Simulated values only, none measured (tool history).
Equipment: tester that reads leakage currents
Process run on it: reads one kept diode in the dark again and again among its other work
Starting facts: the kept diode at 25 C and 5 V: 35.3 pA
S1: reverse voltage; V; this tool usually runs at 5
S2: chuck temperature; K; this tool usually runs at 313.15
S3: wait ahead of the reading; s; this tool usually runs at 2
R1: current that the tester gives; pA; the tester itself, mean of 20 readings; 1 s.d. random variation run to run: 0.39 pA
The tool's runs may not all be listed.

| run | hour | S1 | S2 | S3 | R1 |
|---|---|---|---|---|---|
| 1 | 0 | 5 | 313.15 | 2 | 128.92 |
| 2 | 115.8 | 5 | 307.15 | 2 | 77.81 |
| 3 | 308.9 | 5 | 313.15 | 2 | 127.92 |
| 4 | 485.6 | 5 | 313.15 | 2 | 128.76 |
| 5 | 603.2 | 14.22 | 313.15 | 2 | 203.7 |
| 6 | 812.8 | 14.22 | 313.15 | 2 | 203.4 |
| 7 | 1000.1 | 2.24 | 313.15 | 2 | 89.46 |
| 8 | 1164.4 | 2.24 | 313.15 | 2 | 89.61 |
| 9 | 1323 | 2.24 | 313.15 | 2 | 89.5 |
| 10 | 1463.3 | 5 | 313.15 | 2 | 128.95 |
| 11 | 1694.7 | 2.54 | 301.15 | 0.55 | 35.17 |
|  | 1716.1 | probe card cleaned and baked |
| 12 | 1917.2 | 2.15 | 314.15 | 0.55 | 95.77 |
| 13 | 2094.8 | 5.72 | 313.15 | 2 | 136 |
|  | 2182.4 | chuck's temperature calibrated |
| 14 | 2239 | 5.72 | 313.15 | 2 | 136.04 |
| 15 | 2408.6 | 1.16 | 315.15 | 2 | 79.03 |
| 16 | 2646.4 | 17.23 | 313.15 | 2 | 221.15 |
| 17 | 2897.6 | 17.23 | 313.15 | 2 | 223.36 |
| 18 | 3096.9 | 1.85 | 319.15 | 0.37 | 133.77 |
| 19 | 3204.2 | 1.85 | 319.15 | 0.37 | 132.95 |
| 20 | 3404 | 11.97 | 309.15 | 1.54 | 136.79 |

3 options for the next run, each taken on its own from the tool as it stands now. Forecast them:
| A | 3613.7 | 11.97 | 303.15 | 1.54 | ? |
| B | 3613.7 | 1.73 | 302.15 | 1.16 | ? |
| C | 3613.7 | 2.39 | 310.15 | 8.7 | ? |

| run | R1 |
|---|---|
| A | 82.71 |
| B | 31.85 |
| C | 71.58 |
What these runs would have given with no unlogged condition in the tool:
| run | R1 |
|---|---|
| A | 82.71 |
| B | 31.86 |
| C | 71.6 |
